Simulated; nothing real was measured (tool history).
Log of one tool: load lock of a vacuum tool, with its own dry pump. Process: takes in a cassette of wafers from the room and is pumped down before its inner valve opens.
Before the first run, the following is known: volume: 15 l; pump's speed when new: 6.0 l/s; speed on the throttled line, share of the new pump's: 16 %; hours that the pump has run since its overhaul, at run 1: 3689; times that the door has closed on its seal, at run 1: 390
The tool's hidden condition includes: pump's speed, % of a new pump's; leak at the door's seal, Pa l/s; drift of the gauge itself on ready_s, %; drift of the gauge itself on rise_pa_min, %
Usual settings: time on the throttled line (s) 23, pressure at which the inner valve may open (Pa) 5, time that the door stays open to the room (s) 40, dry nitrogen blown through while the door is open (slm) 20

| run | hour | time on the throttled line (s) | pressure at which the inner valve may open (Pa) | time that the door stays open to the room (s) | dry nitrogen blown through while the door is open (slm) | hours that the pump has run since its overhaul | times that the door has closed on its seal | incoming humidity of the room's air, % | time from the closed door until the inner valve may open (s) | rise of the pressure with all valves shut (Pa/min) |
|---|---|---|---|---|---|---|---|---|---|---|
| 1 | 0.0 | 23 | 5 | 40 | 20 | 3689 | 390 | 43.8 | 45.0 | 0.066 |
| 2 | 57.3 | 23 | 5 | 40 | 20 | 3746 | 597 | 47.1 | 43.9 | 0.074 |
| 3 | 104.2 | 23 | 5 | 40 | 20 | 3793 | 766 | 48.0 | 43.6 | 0.069 |
| 4 | 179.1 | 23 | 5 | 40 | 20 | 3868 | 1036 | 45.6 | 44.3 | 0.065 |
| 5 | 272.2 | 23 | 6 | 40 | 20 | 3961 | 1372 | 45.6 | 44.0 | 0.074 |
| 6 | 320.4 | 23 | 5 | 40 | 20 | 4009 | 1546 | 41.4 | 44.6 | 0.063 |
| 7 | 412.3 | 23 | 5 | 40 | 20 | 4101 | 1877 | 43.9 | 43.7 | 0.065 |
| 8 | 468.0 | 23 | 8 | 40 | 20 | 4157 | 2079 | 48.9 | 43.4 | 0.075 |
| 9 | 550.9 | 17 | 6 | 115 | 9 | 4240 | 2377 | 44.6 | 38.5 | 0.140 |
| 10 | 651.6 | 17 | 6 | 180 | 9 | 4341 | 2741 | 46.3 | 39.2 | 0.177 |
| 11 | 755.7 | 17 | 6 | 180 | 9 | 4445 | 3116 | 43.8 | 38.3 | 0.163 |
| 12 | 826.1 | 17 | 6 | 180 | 5 | 4515 | 3370 | 45.1 | 39.0 | 0.179 |
| 13 | 900.9 | 17 | 6 | 180 | 5 | 4590 | 3640 | 44.0 | 39.4 | 0.177 |
| 14 | 984.0 | 34 | 9 | 90 | 20 | 4673 | 3940 | 46.9 | 51.1 | 0.106 |

Each row is a separate what-if for the run after 14, all from the same tool condition, not one after another. Results?
| A | 1081.0 | 34 | 7 | 30 | 10 | 4770 | 4290 | 43.8 | ? | ? |
| B | 1081.0 | 25 | 5 | 40 | 20 | 4770 | 4290 | 43.6 | ? | ? |
| C | 1081.0 | 23 | 10 | 146 | 20 | 4770 | 4290 | 45.2 | ? | ? |
| D | 1081.0 | 22 | 4 | 90 | 18 | 4770 | 4290 | 47.0 | ? | ? |
| E | 1081.0 | 22 | 9 | 45 | 6 | 4770 | 4290 | 44.2 | ? | ? |

| run | time from the closed door until the inner valve may open (s) | rise of the pressure with all valves shut (Pa/min) |
|---|---|---|
| A | 52.8 | 0.069 |
| B | 46.5 | 0.068 |
| C | 42.4 | 0.119 |
| D | 44.3 | 0.109 |
| E | 41.5 | 0.097 |
The same runs, with their run-to-run variation unchanged, on a tool lacking any hidden condition would have given:
| run | time from the closed door until the inner valve may open (s) | rise of the pressure with all valves shut (Pa/min) |
|---|---|---|
| A | 52.8 | 0.069 |
| B | 46.5 | 0.068 |
| C | 42.4 | 0.119 |
| D | 44.3 | 0.109 |
| E | 41.5 | 0.096 |

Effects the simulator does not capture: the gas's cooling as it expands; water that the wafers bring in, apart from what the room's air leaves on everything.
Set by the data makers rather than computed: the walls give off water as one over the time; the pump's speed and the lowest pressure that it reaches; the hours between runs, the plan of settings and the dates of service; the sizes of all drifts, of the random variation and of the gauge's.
